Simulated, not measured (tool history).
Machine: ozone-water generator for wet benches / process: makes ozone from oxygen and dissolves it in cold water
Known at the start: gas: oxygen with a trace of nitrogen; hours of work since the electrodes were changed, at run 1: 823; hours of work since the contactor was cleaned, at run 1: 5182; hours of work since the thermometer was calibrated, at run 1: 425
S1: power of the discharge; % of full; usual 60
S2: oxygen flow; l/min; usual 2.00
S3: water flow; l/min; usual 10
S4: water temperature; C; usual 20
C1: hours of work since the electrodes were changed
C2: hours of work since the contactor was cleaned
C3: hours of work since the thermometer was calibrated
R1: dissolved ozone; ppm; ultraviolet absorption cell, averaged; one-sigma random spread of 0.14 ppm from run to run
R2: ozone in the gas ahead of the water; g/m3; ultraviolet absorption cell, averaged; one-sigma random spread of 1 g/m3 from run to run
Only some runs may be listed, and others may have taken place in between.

run,hour,S1,S2,S3,S4,C1,C2,C3,R1,R2
1,0.0,60,2.00,10,20,823,5182,425,16.1,174.2
2,24.2,60,2.00,10,20,842,5201,444,16.2,173.2
3,49.1,60,2.00,10,20,861,5221,463,16.3,173.5
4,85.2,60,2.00,10,20,890,5249,492,16.2,175.8
5,106.1,60,2.00,10,20,906,5266,508,16.1,175.0
# hour 113.4: contactor cleaned
6,139.7,60,2.00,10,20,930,21,532,16.4,175.9
7,167.7,60,2.00,10,17,952,43,554,16.7,174.0
8,203.3,44,2.00,10,20,980,71,582,13.6,144.9
9,238.6,44,2.00,10,20,1008,99,610,13.2,145.5
10,271.6,60,2.00,10,20,1034,125,636,16.2,175.6
11,289.1,60,2.00,10,20,1048,139,650,16.1,175.9
12,305.7,60,2.00,10,20,1061,152,663,16.3,176.7
13,338.8,60,2.00,10,20,1087,178,689,16.1,175.0
14,377.3,60,2.00,10,20,1117,208,719,16.2,176.8
15,406.4,60,2.00,10,20,1140,231,742,16.1,175.0
16,447.0,60,2.00,8,20,1172,263,774,19.3,176.0
17,478.9,60,2.00,8,20,1198,288,799,19.3,176.0
18,495.4,69,1.32,14,15,1211,302,812,13.5,256.0
19,518.7,69,1.32,14,15,1229,320,831,13.4,256.3
20,540.0,60,1.34,10,16,1246,337,848,17.1,233.1
21,567.9,60,1.34,10,16,1268,359,870,17.0,232.6
22,603.4,43,2.61,15,17,1296,387,898,9.5,120.7
23,638.0,88,1.23,7,23,1323,414,925,27.5,316.4
24,670.3,88,1.23,7,23,1349,440,951,27.6,312.9
# hour 697.3: gauge calibrated
25,710.9,92,2.99,11,22,1381,472,983,17.7,168.1
26,738.2,92,2.99,11,22,1402,493,1004,17.8,170.9
27,777.9,63,1.40,9,13,1434,525,1035,19.8,228.7
28,806.7,63,1.40,9,13,1456,547,1058,20.0,230.2
29,824.4,45,2.00,10,20,1470,561,1072,13.7,146.9
30,861.0,45,2.00,10,20,1499,590,1101,13.8,145.5
31,896.0,45,2.00,10,20,1527,618,1129,13.7,145.4
32,931.5,45,2.00,10,20,1555,646,1157,13.7,145.8
33,953.8,45,2.00,10,20,1573,663,1174,13.6,146.1
34,971.3,45,2.00,10,20,1586,677,1188,13.6,146.5

Results per run with the tool's hidden condition removed, run-to-run variation unchanged:
Hidden state at play: yield of the discharge, % of new electrodes'; contactor's efficiency, % of a clean one's; true water temperature over the reading, C; drift of the gauge itself on ozone_ppm, %; drift of the gauge itself on gas_g_m3, %.
run,R2
1,174.3
2,173.1
3,173.2
4,175.2
5,174.3
6,175.0
7,172.9
8,143.8
9,144.2
10,173.8
11,173.9
12,174.5
13,172.7
14,174.1
15,172.2
16,172.8
17,172.6
18,250.9
19,251.0
20,228.1
21,227.4
22,117.8
23,308.4
24,304.6
25,168.2
26,170.7
27,228.1
28,229.3
29,146.2
30,144.6
31,144.3
32,144.4
33,144.6
34,144.9
For R1, the value without the hidden state is never more than 0.1 ppm from the measured value.

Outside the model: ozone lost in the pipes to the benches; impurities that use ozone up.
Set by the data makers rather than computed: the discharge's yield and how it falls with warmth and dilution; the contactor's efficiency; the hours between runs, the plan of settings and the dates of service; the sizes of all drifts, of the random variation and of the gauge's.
